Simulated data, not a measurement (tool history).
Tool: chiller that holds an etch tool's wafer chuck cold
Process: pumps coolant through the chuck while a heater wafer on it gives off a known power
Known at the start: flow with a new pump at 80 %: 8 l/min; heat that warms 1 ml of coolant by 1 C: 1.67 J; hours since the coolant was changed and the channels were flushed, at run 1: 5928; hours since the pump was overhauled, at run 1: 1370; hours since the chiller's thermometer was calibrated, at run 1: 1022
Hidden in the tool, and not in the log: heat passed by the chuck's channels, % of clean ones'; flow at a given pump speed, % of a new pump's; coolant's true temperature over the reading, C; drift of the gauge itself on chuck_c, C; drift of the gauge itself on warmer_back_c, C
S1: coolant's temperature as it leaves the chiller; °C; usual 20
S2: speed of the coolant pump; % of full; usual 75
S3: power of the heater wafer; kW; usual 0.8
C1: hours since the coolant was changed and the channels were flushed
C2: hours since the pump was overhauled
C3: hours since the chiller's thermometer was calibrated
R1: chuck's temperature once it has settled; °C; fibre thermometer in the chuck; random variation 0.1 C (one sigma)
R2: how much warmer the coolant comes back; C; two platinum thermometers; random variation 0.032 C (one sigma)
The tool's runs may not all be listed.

Run 1, hour 0: usual settings; C1 5928; C2 1370; C3 1022. Result: R1 27.2 °C, R2 3.88 C.
Run 2, hour 50.1: usual settings but S3 0.709 kW; C1 5979; C2 1420; C3 1072. Result: R1 26.3 °C, R2 3.4 C.
Run 3, hour 79.3: usual settings but S3 0.709 kW; C1 6008; C2 1449; C3 1101. Result: R1 26.5 °C, R2 3.44 C.
Run 4, hour 113: usual settings but S3 0.709 kW; C1 6041; C2 1483; C3 1135. Result: R1 26.4 °C, R2 3.46 C.
Run 5, hour 137.1: usual settings but S3 0.642 kW; C1 6066; C2 1507; C3 1159. Result: R1 26 °C, R2 3.15 C.
Run 6, hour 186.9: usual settings but S3 0.642 kW; C1 6115; C2 1556; C3 1209. Result: R1 25.7 °C, R2 3.14 C.
Run 7, hour 217.3: usual settings but S3 0.642 kW; C1 6146; C2 1587; C3 1239. Result: R1 26 °C, R2 3.14 C.
Run 8, hour 252.2: usual settings; C1 6181; C2 1622; C3 1274. Result: R1 27.4 °C, R2 3.93 C.
Run 9, hour 299.6: usual settings but S1 24 °C; C1 6228; C2 1669; C3 1322. Result: R1 31.1 °C, R2 3.89 C.
Run 10, hour 330.7: usual settings but S1 24 °C; C1 6259; C2 1700; C3 1353. Result: R1 31.2 °C, R2 3.91 C.
Run 11, hour 368.6: usual settings but S1 15 °C; C1 6297; C2 1738; C3 1391. Result: R1 22.2 °C, R2 3.9 C.
Run 12, hour 390.6: usual settings but S1 15 °C; C1 6319; C2 1760; C3 1413. Result: R1 22.4 °C, R2 3.92 C.
Run 13, hour 414.5: usual settings but S1 15 °C; C1 6343; C2 1784; C3 1437. Result: R1 22.3 °C, R2 3.91 C.
Run 14, hour 444.2: usual settings but S1 15 °C; C1 6373; C2 1814; C3 1466. Result: R1 22.5 °C, R2 3.92 C.
Run 15, hour 479.6: usual settings but S3 0.718 kW; C1 6408; C2 1849; C3 1502. Result: R1 26.5 °C, R2 3.5 C.
Run 16, hour 509: usual settings but S3 0.438 kW; C1 6437; C2 1879; C3 1531. Result: R1 24 °C, R2 2.15 C.
Run 17, hour 547: usual settings but S1 26 °C, S2 82 % of full, S3 0.438 kW; C1 6475; C2 1917; C3 1569. Result: R1 29.6 °C, R2 1.91 C.
Run 18, hour 571.9: usual settings but S1 26 °C, S2 70 % of full, S3 0.509 kW; C1 6500; C2 1941; C3 1594. Result: R1 31 °C, R2 2.69 C.
Run 19, hour 600.2: usual settings but S1 15 °C, S2 88 % of full, S3 0.587 kW; C1 6529; C2 1970; C3 1622. Result: R1 19.7 °C, R2 2.45 C.
Run 20, hour 623.6: usual settings but S1 15 °C, S2 88 % of full, S3 0.587 kW; C1 6552; C2 1993; C3 1646. Result: R1 19.9 °C, R2 2.43 C.
Run 21, hour 662.7: usual settings but S1 12 °C, S2 63 % of full, S3 0.648 kW; C1 6591; C2 2032; C3 1685. Result: R1 18.7 °C, R2 3.76 C.
Run 22, hour 687.1: usual settings but S1 12 °C, S2 68 % of full, S3 0.621 kW; C1 6616; C2 2057; C3 1709. Result: R1 18.1 °C, R2 3.34 C.
Run 23, hour 735.7: usual settings but S2 66 % of full; C1 6664; C2 2105; C3 1758. Result: R1 28 °C, R2 4.49 C.
Run 24, hour 786.5: usual settings but S2 72 % of full, S3 1.063 kW; C1 6715; C2 2156; C3 1809. Result: R1 30 °C, R2 5.4 C.
Run 25, hour 836.8: usual settings but S2 72 % of full, S3 1.063 kW; C1 6765; C2 2206; C3 1859. Result: R1 30.1 °C, R2 5.37 C.
Run 26, hour 877.9: usual settings but S1 21 °C, S3 0.684 kW; C1 6806; C2 2247; C3 1900. Result: R1 27.4 °C, R2 3.3 C.
Run 27, hour 902.9: usual settings but S1 21 °C, S3 0.684 kW; C1 6831; C2 2272; C3 1925. Result: R1 27.6 °C, R2 3.35 C.
Run 28, hour 942.4: usual settings but S1 18 °C, S2 91 % of full, S3 0.408 kW; C1 6871; C2 2312; C3 1965. Result: R1 21.4 °C, R2 1.65 C.
Run 29, hour 977.4: usual settings but S1 13 °C, S3 0.42 kW; C1 6906; C2 2347; C3 2000. Result: R1 17 °C, R2 2.01 C.
Run 30, hour 1022.3: usual settings but S1 13 °C, S3 0.42 kW; C1 6951; C2 2392; C3 2044. Result: R1 17 °C, R2 1.98 C.
Run 31, hour 1048.2: usual settings but S1 29 °C, S2 62 % of full, S3 1.003 kW; C1 6977; C2 2418; C3 2070. Result: R1 39.8 °C, R2 5.98 C.

3 ways to go on from here, each from the tool as it stands after run 31. What would each give?
Run A, hour 1090: usual settings but S1 19 °C, S2 98 % of full, S3 1.003 kW; C1 7018; C2 2460; C3 2112. Result: R1 ?, R2 ?.
Run B, hour 1090: usual settings but S1 25 °C, S2 90 % of full, S3 0.607 kW; C1 7018; C2 2460; C3 2112. Result: R1 ?, R2 ?.
Run C, hour 1090: usual settings but S2 80 % of full; C1 7018; C2 2460; C3 2112. Result: R1 ?, R2 ?.

run    R1    R2
  A  26.9  3.74
  B    30  2.41
  C  27.1  3.71
Without the tool's hidden state the same runs would have given:
run    R1    R2
  A  25.6  3.66
  B  29.1  2.35
  C  25.9  3.63

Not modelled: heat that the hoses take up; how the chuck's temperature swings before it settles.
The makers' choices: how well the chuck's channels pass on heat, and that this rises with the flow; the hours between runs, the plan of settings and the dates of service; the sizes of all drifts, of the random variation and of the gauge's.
